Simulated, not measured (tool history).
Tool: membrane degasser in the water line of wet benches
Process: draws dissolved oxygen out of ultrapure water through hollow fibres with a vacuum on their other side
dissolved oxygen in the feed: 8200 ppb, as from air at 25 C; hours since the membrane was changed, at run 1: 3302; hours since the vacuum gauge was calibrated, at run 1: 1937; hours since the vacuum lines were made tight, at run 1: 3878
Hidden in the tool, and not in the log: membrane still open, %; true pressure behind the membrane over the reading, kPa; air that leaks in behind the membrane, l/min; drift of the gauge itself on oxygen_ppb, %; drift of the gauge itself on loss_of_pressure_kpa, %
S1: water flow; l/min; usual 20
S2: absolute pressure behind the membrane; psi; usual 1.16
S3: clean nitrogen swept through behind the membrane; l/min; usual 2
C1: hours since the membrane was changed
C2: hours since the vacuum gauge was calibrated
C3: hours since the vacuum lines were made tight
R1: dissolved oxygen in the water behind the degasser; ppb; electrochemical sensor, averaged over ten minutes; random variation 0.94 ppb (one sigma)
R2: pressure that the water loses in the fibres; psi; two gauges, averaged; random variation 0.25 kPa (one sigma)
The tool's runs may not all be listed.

run	hour	S1	S2	S3	C1	C2	C3	R1	R2
1	0	20	1.16	2	3302	1937	3878	128.4	9.945
2	233	20	1.16	2	3535	2170	4111	127.7	9.983
3	337.4	20	1.16	2	3640	2274	4216	127.6	9.967
4	569.6	20	1.16	2	3872	2506	4448	128.9	9.967
5	683.2	20	1.16	2	3985	2620	4561	128.5	10.003
6	815	20	1.16	2	4117	2752	4693	129.3	9.971
7	926.6	20	1.16	1.98	4229	2863	4805	129.6	10.025
8	1147.8	20	1.16	1.98	4450	3084	5026	130	10.002
9	1277.2	20	1.16	0.82	4579	3214	5155	270.2	9.97
10	1490.7	20	1.16	1.45	4793	3427	5369	170	10.026
11	1718.9	20	1.664	2	5021	3655	5597	207.8	9.981
12	1945.6	20	1.664	2	5248	3882	5824	209.7	10.077
13	2091.8	20	1.664	2	5394	4028	5970	209.3	10.028
14	2207.8	14	1.16	2	5510	4144	6086	85.4	7.001
15	2354.8	14	1.16	2	5657	4291	6233	86.1	6.988
# hour 2432.4: vacuum gauge calibrated
16	2548.9	14	1.16	2	5851	117	6427	83.3	7.007
17	2676.4	20	1.16	1.18	5978	244	6554	198.1	10.124

Forecast run 18:
18	2911.2	28	0.748	1.41	6213	479	6789	?	?

{"run 18": {"R1": 149.5, "R2": 14.102}}
Without the tool's hidden state the same run would have given R1 143 ppb, R2 13.783 psi.
